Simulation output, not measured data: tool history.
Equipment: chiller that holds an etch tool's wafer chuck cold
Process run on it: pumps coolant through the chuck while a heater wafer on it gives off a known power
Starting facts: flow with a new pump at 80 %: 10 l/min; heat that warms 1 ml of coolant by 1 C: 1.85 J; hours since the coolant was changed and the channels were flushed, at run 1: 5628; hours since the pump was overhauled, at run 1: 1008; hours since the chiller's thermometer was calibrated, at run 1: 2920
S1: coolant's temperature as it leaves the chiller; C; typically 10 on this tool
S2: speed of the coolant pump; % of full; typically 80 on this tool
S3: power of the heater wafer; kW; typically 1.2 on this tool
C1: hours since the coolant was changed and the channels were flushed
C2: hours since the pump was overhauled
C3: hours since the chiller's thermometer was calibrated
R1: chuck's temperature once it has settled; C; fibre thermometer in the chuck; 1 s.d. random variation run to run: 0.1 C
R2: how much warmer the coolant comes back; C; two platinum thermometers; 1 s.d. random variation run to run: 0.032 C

run,hour,S1,S2,S3,C1,C2,C3,R1,R2
1,0,10,80,1.2,5628,1008,2920,23.1,3.96
2,57.9,10,64,1.2,5686,1066,2978,26.3,5.06
3,167.9,10,64,1.2,5796,1176,3087,26.4,5.07
4,283,10,64,1.2,5911,1291,3203,26.3,5.02
5,382.6,10,64,1.2,6010,1390,3302,26.2,5.04
# hour 463: chiller's thermometer calibrated
6,498.7,10,64,1.2,6126,1506,36,26.1,5.05
7,568.2,10,64,1.2,6195,1575,105,26.1,5.06
8,619.1,10,64,1.2,6246,1626,156,26.2,5.11
9,704.1,10,64,1.2,6331,1711,241,26.1,5.08
10,795.6,10,64,1.2,6423,1802,333,26.2,5.09
11,886.2,15,64,1.2,6513,1893,423,31.4,5.07
12,939.5,15,64,1.35,6566,1946,476,33.3,5.66
13,1041.3,10,82,1.2,6668,2048,578,22.7,3.93
14,1147.7,10,78,1.2,6775,2155,685,23.4,4.15
15,1215.4,10,80,1.2,6842,2222,752,23.4,3.92
16,1321.1,3,80,1.2,6948,2328,858,16.3,3.98
17,1377.8,3,80,1.2,7005,2385,915,16.2,4
18,1495.1,10,83,0.995,7122,2502,1032,20.4,3.13
19,1549.6,10,83,0.995,7176,2556,1087,20.7,3.14
20,1608.8,9,80,1.014,7236,2616,1146,20.2,3.36
21,1708.5,9,80,1.715,7335,2715,1246,28.1,5.73
22,1769.7,15,80,1.715,7397,2777,1307,34.2,5.68
23,1835.7,15,80,1.023,7463,2843,1373,26.6,3.38
24,1948.1,10,85,0.906,7575,2955,1485,19.6,2.81
25,2026.4,16,71,1.256,7653,3033,1563,31.8,4.84
26,2103.9,8,81,0.964,7731,3111,1641,18.7,3.21
# hour 2165.9: coolant changed, channels flushed
27,2218.2,13,89,0.964,52,3219,1749,21.9,2.87
28,2272.7,11,77,1.2,107,3274,1804,23.5,4.23
29,2384.3,14,92,1.096,218,3385,1915,23.5,3.16
30,2449.1,14,92,1.096,283,3450,1980,23.8,3.14
31,2566.1,8,61,1.243,400,3567,2097,24.4,5.64
32,2617.9,5,84,0.675,452,3619,2149,11.7,2.11

Alternative continuations, all from the tool just after run 32; predict every row:
A,2726.1,16,64,0.675,560,3727,2257,?,?
B,2726.1,6,70,0.675,560,3727,2257,?,?
C,2726.1,5,65,0.651,560,3727,2257,?,?

run,R1,R2
A,24.7,2.89
B,13.8,2.65
C,12.9,2.76
Without the tool's hidden state the same runs would have given:
run,R1,R2
A,24.4,2.81
B,13.5,2.57
C,12.5,2.68
